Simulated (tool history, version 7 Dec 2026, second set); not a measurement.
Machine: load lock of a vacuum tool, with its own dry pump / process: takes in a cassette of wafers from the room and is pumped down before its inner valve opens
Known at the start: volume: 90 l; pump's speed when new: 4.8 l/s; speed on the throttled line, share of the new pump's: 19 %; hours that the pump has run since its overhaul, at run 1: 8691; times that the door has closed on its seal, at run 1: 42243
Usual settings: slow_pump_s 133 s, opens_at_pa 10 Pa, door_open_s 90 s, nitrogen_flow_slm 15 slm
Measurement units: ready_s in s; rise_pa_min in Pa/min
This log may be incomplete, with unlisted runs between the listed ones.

run,hour,slow_pump_s,opens_at_pa,door_open_s,nitrogen_flow_slm,hours that the pump has run since its overhaul,times that the door has closed on its seal,"incoming humidity of the room's air, %",ready_s,rise_pa_min
1,0,133,10,90,15,8691,42243,44,301.8,0.402
2,399,133,10,90,15,9090,44182,43.5,300.2,0.431
3,769.8,133,10,90,6,9461,45984,46.1,304.7,0.471
4,1102.2,133,10,200,15,9794,47600,49.8,302.9,0.504
5,1387.9,133,10,200,15,10079,48989,45.2,307.7,0.521
6,1663.5,133,10,200,15,10355,50328,44.2,309.3,0.54
7,2013,133,10,200,15,10704,52027,45.7,308.6,0.573
8,2228.5,133,10,90,15,10920,53074,42.4,305.6,0.569
# hour 2311.7: door's seal changed, seat wiped
9,2719.6,133,10,90,15,11409,1983,44.6,308.8,0.035
10,3220,133,10,90,15,11910,4415,45.3,310.1,0.038
11,3646,133,10,90,15,12336,6486,44,311.8,0.058
12,3905.3,133,10,90,15,12595,7746,44.9,311.2,0.06
13,4306.8,133,10,90,15,12997,9697,46.2,316.7,0.07
14,4788.7,133,10,90,15,13479,12039,48.8,311.2,0.084
# hour 4865.1: dry pump taken out, an overhauled one fitted
15,5307,133,10,90,15,442,14529,44.1,281.4,0.099
16,5565.1,133,10,90,15,700,15784,44.1,279.9,0.105
17,5938.2,133,10,90,15,1073,17597,46.7,280.7,0.125
18,6364.2,133,10,90,15,1499,19668,46.5,281.8,0.131
19,6676.9,133,15,211,34,1812,21187,44.6,276.4,0.144
20,7147.1,133,15,27,34,2282,23473,41.8,274.5,0.14

Run 21 comes next. What will it give?
21,7397,143,9,58,18,2532,24687,44.8,?,?

ready_s: 294.5 s
rise_pa_min: 0.163 Pa/min
Were there no unlogged condition in the tool, this run, its random variation unchanged, would have produced ready_s 290.6 s, rise_pa_min 0.02 Pa/min.
